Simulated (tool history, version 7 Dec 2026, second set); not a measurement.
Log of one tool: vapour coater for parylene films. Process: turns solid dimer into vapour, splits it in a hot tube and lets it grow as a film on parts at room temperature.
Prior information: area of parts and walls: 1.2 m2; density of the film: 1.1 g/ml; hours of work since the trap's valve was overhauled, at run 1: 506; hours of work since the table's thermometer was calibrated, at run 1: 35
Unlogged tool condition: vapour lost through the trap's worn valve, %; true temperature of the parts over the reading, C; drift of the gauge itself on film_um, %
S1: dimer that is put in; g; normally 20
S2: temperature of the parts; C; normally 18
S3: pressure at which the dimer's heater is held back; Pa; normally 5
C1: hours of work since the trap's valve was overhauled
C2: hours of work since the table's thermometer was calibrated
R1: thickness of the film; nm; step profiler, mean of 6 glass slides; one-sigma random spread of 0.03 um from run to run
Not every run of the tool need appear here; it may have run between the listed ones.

run 1 hour=0 | S1=20 S2=18 S3=5 | C1=506 C2=35 | R1=8710
run 2 hour=15.6 | S1=20 S2=18 S3=5 | C1=518 C2=47 | R1=8690
-- hour=23.5 trap's valve overhauled
run 3 hour=34.9 | S1=20 S2=18 S3=5 | C1=8 C2=58 | R1=9210
run 4 hour=50.2 | S1=20 S2=18 S3=4 | C1=20 C2=70 | R1=9420
run 5 hour=59.8 | S1=28 S2=18 S3=5 | C1=27 C2=77 | R1=12890
run 6 hour=76.2 | S1=28 S2=18 S3=5 | C1=39 C2=89 | R1=12950
run 7 hour=83.7 | S1=28 S2=18 S3=5 | C1=45 C2=94 | R1=12830
run 8 hour=94.1 | S1=28 S2=18 S3=5 | C1=53 C2=102 | R1=12870
run 9 hour=106.2 | S1=28 S2=18 S3=5 | C1=61 C2=111 | R1=12870
run 10 hour=121.8 | S1=31 S2=18 S3=5 | C1=73 C2=123 | R1=14260
-- hour=123.6 table's thermometer calibrated
run 11 hour=135.1 | S1=31 S2=18 S3=5 | C1=82 C2=9 | R1=14340
run 12 hour=149.7 | S1=20 S2=18 S3=5 | C1=93 C2=19 | R1=9200
run 13 hour=163.7 | S1=20 S2=18 S3=4.47 | C1=103 C2=30 | R1=9350
-- hour=173.6 table's thermometer calibrated, once more
run 14 hour=180 | S1=19 S2=16 S3=6.8 | C1=115 C2=5 | R1=9090
run 15 hour=198.1 | S1=12 S2=12 S3=3.13 | C1=128 C2=18 | R1=7430
run 16 hour=216.1 | S1=22 S2=24 S3=4.56 | C1=142 C2=32 | R1=7790
run 17 hour=224.9 | S1=10 S2=14 S3=2.82 | C1=148 C2=38 | R1=5760
run 18 hour=237.2 | S1=10 S2=14 S3=2.82 | C1=157 C2=47 | R1=5760
run 19 hour=244.8 | S1=14 S2=18 S3=10.77 | C1=163 C2=53 | R1=5740
run 20 hour=262.5 | S1=24 S2=21 S3=11.88 | C1=176 C2=66 | R1=8590
run 21 hour=269.9 | S1=24 S2=21 S3=11.88 | C1=182 C2=72 | R1=8610
run 22 hour=277.4 | S1=28 S2=26 S3=8.11 | C1=187 C2=77 | R1=8490
run 23 hour=286.4 | S1=21 S2=18 S3=5 | C1=194 C2=84 | R1=9490
run 24 hour=297 | S1=16 S2=26 S3=9.5 | C1=202 C2=92 | R1=4710

How the hidden state differs across the entries between the runs, from the last listed run before each to the first after it:
After run 2, before run 3: trap's valve overhauled (hour 23.5)
  vapour lost through the trap's worn valve, %: 5.9 -> 0.3; true temperature of the parts over the reading, C: -0.18 -> -0.19
  difference, measured minus the result without the unlogged condition, R1: -470 -> +50 nm
After run 10, before run 11: table's thermometer calibrated (hour 123.6)
  vapour lost through the trap's worn valve, %: 1 -> 1.1; true temperature of the parts over the reading, C: -0.23 -> -0.39
  difference, measured minus the result without the unlogged condition, R1: +0 -> +80 nm
After run 13, before run 14: table's thermometer calibrated, once more (hour 173.6)
  vapour lost through the trap's worn valve, %: 1.4 -> 1.5; true temperature of the parts over the reading, C: -0.41 -> -0.13
  difference, measured minus the result without the unlogged condition, R1: +30 -> -90 nm
